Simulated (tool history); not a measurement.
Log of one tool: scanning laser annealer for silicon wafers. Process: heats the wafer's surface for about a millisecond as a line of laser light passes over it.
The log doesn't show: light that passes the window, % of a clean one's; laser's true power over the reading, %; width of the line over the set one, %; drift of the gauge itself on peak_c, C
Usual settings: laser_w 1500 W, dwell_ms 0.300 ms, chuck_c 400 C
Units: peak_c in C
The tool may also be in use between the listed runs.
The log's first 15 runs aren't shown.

run   hour  laser_w  dwell_ms  chuck_c  hours of work since the window was cleaned  hours of work since the power meter was calibrated  hours of work since the optics were aligned  peak_c
 16  163.2     1500     0.303      400                                         847                                                 392                                          470    1068
 17  176.7     1500     0.303      400                                         857                                                 402                                          481    1065
 18  184.2     1500     0.303      400                                         863                                                 408                                          486    1067
 19  197.7     1500     0.303      400                                         874                                                 418                                          497    1069
 20  206.6     1500     0.303      400                                         880                                                 425                                          504    1067
     209.7  -- window over the wafer cleaned
 21  217.6     1334     0.304      415                                           6                                                 432                                          511     990
 22  229.9     1334     0.304      415                                          16                                                 442                                          520     991
 23  245.1     1334     0.304      415                                          27                                                 453                                          532     989
 24  256.3     1334     0.304      415                                          36                                                 462                                          540     989
 25  262.6     1328     0.345      400                                          41                                                 467                                          545    1000
 26  275.1     1328     0.345      400                                          50                                                 476                                          555    1001
 27  283.0     1328     0.345      400                                          57                                                 483                                          561    1001
 28  291.5     1648     0.311      410                                          63                                                 489                                          568    1140
     298.9  -- window over the wafer cleaned, once more
 29  308.3     1648     0.311      410                                           7                                                 500                                          579    1182
 30  321.8     1648     0.311      410                                          18                                                 511                                          589    1184
 31  332.6     1648     0.311      410                                          26                                                 519                                          598    1186
 32  340.5     1488     0.256      434                                          32                                                 525                                          604    1070
 33  353.2     1488     0.236      408                                          42                                                 535                                          614    1020
 34  366.1     1488     0.236      408                                          52                                                 545                                          624    1022
 35  379.7     1585     0.300      400                                          62                                                 555                                          634    1126
 36  391.9     1465     0.227      401                                          72                                                 565                                          643     989
 37  401.4     1425     0.233      434                                          79                                                 572                                          651    1016
 38  411.0     1523     0.248      402                                          86                                                 580                                          658    1041
 39  426.1     1295     0.347      412                                          98                                                 591                                          670    1031
 40  439.5     1399     0.300      400                                         108                                                 602                                          680    1033

4 ways to go on from here, each from the tool as it stands after run 40. What would each give?
  A  450.6     1500     0.300      364                                         117                                                 610                                          689       ?
  B  450.6     1399     0.250      400                                         117                                                 610                                          689       ?
  C  450.6     1416     0.234      400                                         117                                                 610                                          689       ?
  D  450.6     1402     0.239      423                                         117                                                 610                                          689       ?

run  peak_c
  A    1045
  B     984
  C     976
  D     999
Without the tool's hidden state the same runs would have given:
run  peak_c
  A    1066
  B    1002
  C     993
  D    1017

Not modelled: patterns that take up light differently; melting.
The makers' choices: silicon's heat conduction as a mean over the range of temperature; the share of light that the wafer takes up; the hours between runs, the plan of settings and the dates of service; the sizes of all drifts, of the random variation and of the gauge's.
